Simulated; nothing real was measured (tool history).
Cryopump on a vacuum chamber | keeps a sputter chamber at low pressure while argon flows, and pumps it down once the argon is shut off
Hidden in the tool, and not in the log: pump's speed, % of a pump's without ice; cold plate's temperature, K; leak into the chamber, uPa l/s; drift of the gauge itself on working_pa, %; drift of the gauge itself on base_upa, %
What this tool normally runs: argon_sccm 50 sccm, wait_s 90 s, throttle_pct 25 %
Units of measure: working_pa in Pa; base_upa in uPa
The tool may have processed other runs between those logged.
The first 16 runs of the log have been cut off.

run   hour  argon_sccm  wait_s  throttle_pct  hours of work since the pump was warmed up and emptied  hours of work since the cold head was overhauled  hours of work since the chamber's fittings were tightened  working_pa  base_upa
 17  239.1          50      90            25                                                     350                                               350                                                       1383      0.1496      0.89
 18  258.5          50      90            25                                                     358                                               358                                                       1391      0.1518      0.93
 19  270.9          51     120            38                                                     363                                               363                                                       1396      0.1036      0.86
 20  290.9          82     206            20                                                     371                                               371                                                       1404      0.3089      0.77
 21  303.0          25      24            25                                                     376                                               376                                                       1409      0.0758      1.56
 22  321.6          25      24            25                                                     383                                               383                                                       1416      0.0767      1.53
 23  330.7          50      43            25                                                     387                                               387                                                       1420      0.1506      1.16
 24  343.0          90      90            23                                                     392                                               392                                                       1425      0.2954      0.92
 25  352.7          90      90            23                                                     396                                               396                                                       1429      0.2944      0.88
 26  363.2          47     182            49                                                     400                                               400                                                       1433      0.0769      0.85
 27  377.0          47     182            49                                                     406                                               406                                                       1439      0.0778      0.91
 28  397.4          47      86            30                                                     414                                               414                                                       1447      0.1203      0.95
 29  408.2          22      23            47                                                     418                                               418                                                       1451      0.0380      1.65
 30  422.6          33     133            32                                                     424                                               424                                                       1457      0.0795      0.88
 31  434.8          33     133            32                                                     429                                               429                                                       1462      0.0803      0.94
 32  447.0          33     133            32                                                     434                                               434                                                       1467      0.0804      0.88
 33  457.9          50      55            60                                                     439                                               439                                                       1471      0.0695      1.10
 34  479.1          50      55            60                                                     447                                               447                                                       1480      0.0688      1.12

Below are 3 alternative next runs, each starting from the tool's condition after run 34. Predict each:
  A  499.5          58     122            48                                                     456                                               456                                                       1488           ?         ?
  B  499.5          45      34            16                                                     456                                               456                                                       1488           ?         ?
  C  499.5          51      27            59                                                     456                                               456                                                       1488           ?         ?

run  working_pa  base_upa
  A      0.0971      0.96
  B      0.2088      1.35
  C      0.0722      1.48
Stripped of hidden state, with their random variation kept, the same runs would have yielded:
run  working_pa  base_upa
  A      0.0853      0.30
  B      0.1997      0.68
  C      0.0618      0.83

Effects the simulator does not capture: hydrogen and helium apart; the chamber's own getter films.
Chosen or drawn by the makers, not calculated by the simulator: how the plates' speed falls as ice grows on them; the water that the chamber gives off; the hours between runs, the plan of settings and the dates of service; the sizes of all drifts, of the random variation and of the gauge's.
